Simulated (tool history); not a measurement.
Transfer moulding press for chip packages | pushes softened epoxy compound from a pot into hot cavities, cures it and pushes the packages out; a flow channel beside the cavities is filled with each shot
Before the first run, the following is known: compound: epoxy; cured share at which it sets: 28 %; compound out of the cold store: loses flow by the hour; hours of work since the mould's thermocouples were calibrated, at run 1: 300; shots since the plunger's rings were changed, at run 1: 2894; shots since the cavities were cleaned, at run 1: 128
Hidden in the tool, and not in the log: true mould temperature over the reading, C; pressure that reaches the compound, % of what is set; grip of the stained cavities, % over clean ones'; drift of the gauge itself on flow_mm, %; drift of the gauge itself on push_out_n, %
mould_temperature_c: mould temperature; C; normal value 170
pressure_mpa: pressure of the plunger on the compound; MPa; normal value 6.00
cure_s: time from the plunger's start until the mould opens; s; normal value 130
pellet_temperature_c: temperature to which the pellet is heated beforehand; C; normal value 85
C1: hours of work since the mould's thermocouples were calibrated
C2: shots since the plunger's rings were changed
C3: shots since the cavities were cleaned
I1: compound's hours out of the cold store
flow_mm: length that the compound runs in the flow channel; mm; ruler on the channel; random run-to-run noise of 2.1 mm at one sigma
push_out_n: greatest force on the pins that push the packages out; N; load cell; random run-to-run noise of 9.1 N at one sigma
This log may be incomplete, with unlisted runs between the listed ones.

{"run": 1, "hour": 0.0, "mould_temperature_c": 170, "pressure_mpa": 6.0, "cure_s": 130, "pellet_temperature_c": 85, "C1": 300, "C2": 2894, "C3": 128, "I1": 42.9, "flow_mm": 719, "push_out_n": 461}
{"run": 2, "hour": 10.7, "mould_temperature_c": 170, "pressure_mpa": 6.0, "cure_s": 130, "pellet_temperature_c": 85, "C1": 307, "C2": 3008, "C3": 242, "I1": 8.6, "flow_mm": 916, "push_out_n": 551}
{"run": 3, "hour": 24.0, "mould_temperature_c": 170, "pressure_mpa": 6.0, "cure_s": 130, "pellet_temperature_c": 85, "C1": 317, "C2": 3149, "C3": 383, "I1": 29.5, "flow_mm": 783, "push_out_n": 566}
{"run": 4, "hour": 31.0, "mould_temperature_c": 170, "pressure_mpa": 6.0, "cure_s": 130, "pellet_temperature_c": 85, "C1": 321, "C2": 3223, "C3": 457, "I1": 18.2, "flow_mm": 853, "push_out_n": 580}
{"hour": 42.3, "done": "cavities cleaned with cleaning compound and waxed"}
{"run": 5, "hour": 42.8, "mould_temperature_c": 170, "pressure_mpa": 6.0, "cure_s": 130, "pellet_temperature_c": 77, "C1": 328, "C2": 3333, "C3": 5, "I1": 27.4, "flow_mm": 798, "push_out_n": 412}
{"run": 6, "hour": 53.3, "mould_temperature_c": 170, "pressure_mpa": 6.0, "cure_s": 130, "pellet_temperature_c": 77, "C1": 336, "C2": 3445, "C3": 117, "I1": 11.7, "flow_mm": 888, "push_out_n": 478}
{"run": 7, "hour": 65.7, "mould_temperature_c": 170, "pressure_mpa": 6.0, "cure_s": 130, "pellet_temperature_c": 77, "C1": 344, "C2": 3577, "C3": 249, "I1": 17.2, "flow_mm": 854, "push_out_n": 560}
{"run": 8, "hour": 77.7, "mould_temperature_c": 170, "pressure_mpa": 6.0, "cure_s": 130, "pellet_temperature_c": 77, "C1": 352, "C2": 3705, "C3": 377, "I1": 36.0, "flow_mm": 745, "push_out_n": 572}
{"run": 9, "hour": 84.3, "mould_temperature_c": 170, "pressure_mpa": 6.0, "cure_s": 130, "pellet_temperature_c": 77, "C1": 357, "C2": 3776, "C3": 448, "I1": 35.0, "flow_mm": 751, "push_out_n": 583}
{"hour": 95.9, "done": "cavities cleaned with cleaning compound and waxed"}
{"run": 10, "hour": 98.6, "mould_temperature_c": 170, "pressure_mpa": 6.0, "cure_s": 130, "pellet_temperature_c": 77, "C1": 366, "C2": 3912, "C3": 29, "I1": 37.2, "flow_mm": 740, "push_out_n": 446}
{"run": 11, "hour": 106.8, "mould_temperature_c": 170, "pressure_mpa": 4.76, "cure_s": 115, "pellet_temperature_c": 85, "C1": 371, "C2": 3999, "C3": 116, "I1": 24.7, "flow_mm": 720, "push_out_n": 531}
{"run": 12, "hour": 122.6, "mould_temperature_c": 168, "pressure_mpa": 4.76, "cure_s": 133, "pellet_temperature_c": 85, "C1": 382, "C2": 4167, "C3": 284, "I1": 32.0, "flow_mm": 683, "push_out_n": 534}
{"hour": 128.2, "done": "plunger's sealing rings changed"}
{"run": 13, "hour": 137.6, "mould_temperature_c": 170, "pressure_mpa": 7.39, "cure_s": 130, "pellet_temperature_c": 85, "C1": 391, "C2": 100, "C3": 417, "I1": 46.3, "flow_mm": 801, "push_out_n": 557}
{"run": 14, "hour": 149.7, "mould_temperature_c": 171, "pressure_mpa": 7.14, "cure_s": 119, "pellet_temperature_c": 88, "C1": 399, "C2": 230, "C3": 547, "I1": 43.3, "flow_mm": 798, "push_out_n": 627}
{"hour": 152.2, "done": "cavities cleaned with cleaning compound and waxed"}
{"run": 15, "hour": 161.0, "mould_temperature_c": 171, "pressure_mpa": 7.14, "cure_s": 119, "pellet_temperature_c": 88, "C1": 406, "C2": 333, "C3": 93, "I1": 34.9, "flow_mm": 848, "push_out_n": 474}
{"run": 16, "hour": 172.5, "mould_temperature_c": 170, "pressure_mpa": 6.0, "cure_s": 165, "pellet_temperature_c": 85, "C1": 414, "C2": 457, "C3": 217, "I1": 15.6, "flow_mm": 894, "push_out_n": 441}

Run 17, settings as shown, results not yet in. Your forecast:
{"run": 17, "hour": 182.2, "mould_temperature_c": 170, "pressure_mpa": 6.0, "cure_s": 165, "pellet_temperature_c": 85, "C1": 421, "C2": 560, "C3": 320, "I1": 14.0, "flow_mm": "?", "push_out_n": "?"}

{"run 17": {"flow_mm": 907, "push_out_n": 486}}
Were there no unlogged condition in the tool, this run, its random variation unchanged, would have produced flow_mm 918 mm, push_out_n 365 N.
